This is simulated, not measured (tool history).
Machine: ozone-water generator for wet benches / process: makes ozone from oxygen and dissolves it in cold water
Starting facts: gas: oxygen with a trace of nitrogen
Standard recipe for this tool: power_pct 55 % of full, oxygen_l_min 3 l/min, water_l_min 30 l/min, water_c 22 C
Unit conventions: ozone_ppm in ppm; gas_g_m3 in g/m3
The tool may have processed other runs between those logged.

| run | hour | power_pct | oxygen_l_min | water_l_min | water_c | ozone_ppm | gas_g_m3 |
|---|---|---|---|---|---|---|---|
| 1 | 0 | 55 | 3 | 30 | 22 | 13.3 | 220 |
| 2 | 150.8 | 55 | 3 | 30 | 22 | 13.3 | 221.2 |
| 3 | 291.9 | 55 | 3 | 30 | 22 | 13.4 | 219.7 |
| 4 | 495.2 | 55 | 3 | 30 | 22 | 13.5 | 223 |
| 5 | 628.1 | 55 | 3 | 30 | 22 | 13.5 | 221.8 |
| 6 | 782.1 | 55 | 3 | 30 | 22 | 13.4 | 220.7 |
| 7 | 954.9 | 55 | 3 | 30 | 22 | 13.4 | 221.9 |
| 8 | 1070 | 55 | 3 | 30 | 22 | 13.6 | 221 |
| 9 | 1205.2 | 55 | 3 | 30 | 22 | 13.3 | 218.1 |
| 10 | 1338.8 | 55 | 3 | 30 | 22 | 13.4 | 220.3 |
| 11 | 1429.4 | 55 | 3 | 30 | 22 | 13.3 | 222.6 |
| 12 | 1522.7 | 55 | 3 | 30 | 22 | 13.5 | 223 |
|  | 1650.8 | water thermometer calibrated |
| 13 | 1714.7 | 41 | 3 | 30 | 22 | 10.7 | 176 |
| 14 | 1832.3 | 83 | 3 | 20 | 24 | 25.6 | 306.5 |
| 15 | 1924.1 | 50 | 2.37 | 18 | 23 | 18.1 | 225.6 |
| 16 | 2041.2 | 55 | 1.8 | 30 | 21 | 11.3 | 273.8 |
| 17 | 2221.2 | 55 | 2.68 | 27 | 26 | 13.9 | 233.7 |
| 18 | 2412.1 | 62 | 2.68 | 27 | 17 | 16.2 | 257.2 |
| 19 | 2632.9 | 70 | 1.87 | 27 | 17 | 15.7 | 327.5 |
| 20 | 2780.3 | 70 | 1.72 | 43 | 22 | 9 | 337.1 |
| 21 | 3000.1 | 53 | 3 | 30 | 22 | 13.2 | 217.2 |
| 22 | 3163.4 | 53 | 1.79 | 30 | 28 | 10.4 | 270.7 |
| 23 | 3303.2 | 55 | 1.87 | 33 | 19 | 10.4 | 271.8 |
| 24 | 3454.7 | 46 | 4.18 | 38 | 22 | 10.3 | 169.8 |
| 25 | 3661.6 | 46 | 4.18 | 30 | 22 | 13 | 170.5 |

What if the next run were any one of these 4? Each begins from the tool's condition after run 25:
| A | 3825.6 | 55 | 4.83 | 20 | 20 | ? | ? |
| B | 3825.6 | 46 | 4.18 | 30 | 17 | ? | ? |
| C | 3825.6 | 55 | 3.33 | 33 | 14 | ? | ? |
| D | 3825.6 | 81 | 2.94 | 38 | 22 | ? | ? |

| run | ozone_ppm | gas_g_m3 |
|---|---|---|
| A | 21.4 | 184.6 |
| B | 13.5 | 170.5 |
| C | 13.6 | 214.4 |
| D | 14.1 | 306.6 |
Without the tool's unlogged condition, the same runs would have read:
| run | ozone_ppm | gas_g_m3 |
|---|---|---|
| A | 21.4 | 181.3 |
| B | 13.5 | 167.4 |
| C | 13.6 | 210.6 |
| D | 14.1 | 301.2 |

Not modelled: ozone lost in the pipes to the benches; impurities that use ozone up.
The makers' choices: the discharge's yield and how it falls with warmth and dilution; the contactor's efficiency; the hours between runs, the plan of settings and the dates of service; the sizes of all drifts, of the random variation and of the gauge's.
